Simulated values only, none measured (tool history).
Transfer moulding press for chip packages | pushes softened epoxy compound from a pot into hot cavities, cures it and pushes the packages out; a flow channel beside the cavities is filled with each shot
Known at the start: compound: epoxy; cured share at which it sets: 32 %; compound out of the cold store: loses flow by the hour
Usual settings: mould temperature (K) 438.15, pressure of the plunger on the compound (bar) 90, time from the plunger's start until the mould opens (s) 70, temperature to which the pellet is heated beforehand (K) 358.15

run	day	mould temperature (K)	pressure of the plunger on the compound (bar)	time from the plunger's start until the mould opens (s)	temperature to which the pellet is heated beforehand (K)	incoming compound's hours out of the cold store	length that the compound runs in the flow channel (mm)	greatest force on the pins that push the packages out (N)
1	0	438.15	90	70	358.15	16.9	890	647
# day 0.988: plunger's sealing rings changed
# day 1.117: cavities cleaned with cleaning compound and waxed
2	1.392	438.15	90	70	358.15	16.1	950	539
3	1.925	438.15	90	70	358.15	46.5	842	599
4	2.683	438.15	90	70	358.15	33.6	888	725
# day 2.842: cavities cleaned with cleaning compound and waxed
5	3.817	438.15	90	70	358.15	9.3	967	695
# day 4.533: cavities cleaned with cleaning compound and waxed
6	4.533	438.15	97.1	70	358.15	33	915	464
7	5.088	438.15	97.1	70	358.15	32.6	911	598
8	5.983	438.15	97.1	70	358.15	29.8	911	751
# day 6.238: cavities cleaned with cleaning compound and waxed
9	7.104	438.15	97.1	70	358.15	42.4	865	618
# day 7.971: cavities cleaned with cleaning compound and waxed
10	8.196	438.15	97.1	70	358.15	8.3	983	531
11	9.421	438.15	90	70	358.15	35	852	744
# day 9.646: cavities cleaned with cleaning compound and waxed
# day 10.533: mould's thermocouples calibrated
12	10.546	438.15	90	70	358.15	20.5	894	642
# day 11.408: cavities cleaned with cleaning compound and waxed
13	11.725	438.15	90	70	358.15	15.4	902	515
14	12.629	438.15	90	70	352.15	14.1	910	727
# day 13.088: cavities cleaned with cleaning compound and waxed
15	13.596	438.15	101.5	57	358.15	12.8	963	899
# day 14.054: plunger's sealing rings changed
16	14.625	444.15	101.5	57	368.15	36.8	899	707
# day 14.904: cavities cleaned with cleaning compound and waxed
17	15.383	442.15	101.5	62	368.15	33.1	918	551
18	16.258	434.15	71.4	70	363.15	21.9	829	923
# day 16.579: cavities cleaned with cleaning compound and waxed
19	17.088	438.15	92.6	70	358.15	20	935	584
# day 18.3: cavities cleaned with cleaning compound and waxed
20	18.308	438.15	92.6	70	358.15	30.9	892	461
21	19.408	438.15	90	70	363.15	25.1	891	658
# day 19.996: cavities cleaned with cleaning compound and waxed
22	20.267	446.15	89.2	68	363.15	37.7	817	414
23	21.129	446.15	89.2	68	363.15	44.4	788	533
# day 21.667: cavities cleaned with cleaning compound and waxed
24	22.008	446.15	89.2	68	363.15	46.4	785	419
25	22.683	442.15	96	68	363.15	32.8	862	585
26	23.229	438.15	108.6	87	359.15	10	1012	595
# day 23.379: cavities cleaned with cleaning compound and waxed
27	23.938	431.15	86.7	87	359.15	45.3	830	591

Forecast each of these 4 alternatives for the next run:
A	24.833	435.15	90	53	358.15	28.5	?	?
B	24.833	431.15	86.7	87	349.15	42	?	?
C	24.833	441.15	106.3	70	358.15	12.5	?	?
D	24.833	438.15	90	70	355.15	8.7	?	?

run	length that the compound runs in the flow channel (mm)	greatest force on the pins that push the packages out (N)
A	864	1653
B	827	733
C	978	644
D	921	735
Without the tool's hidden state the same runs would have given:
run	length that the compound runs in the flow channel (mm)	greatest force on the pins that push the packages out (N)
A	912	961
B	872	431
C	1032	383
D	972	429

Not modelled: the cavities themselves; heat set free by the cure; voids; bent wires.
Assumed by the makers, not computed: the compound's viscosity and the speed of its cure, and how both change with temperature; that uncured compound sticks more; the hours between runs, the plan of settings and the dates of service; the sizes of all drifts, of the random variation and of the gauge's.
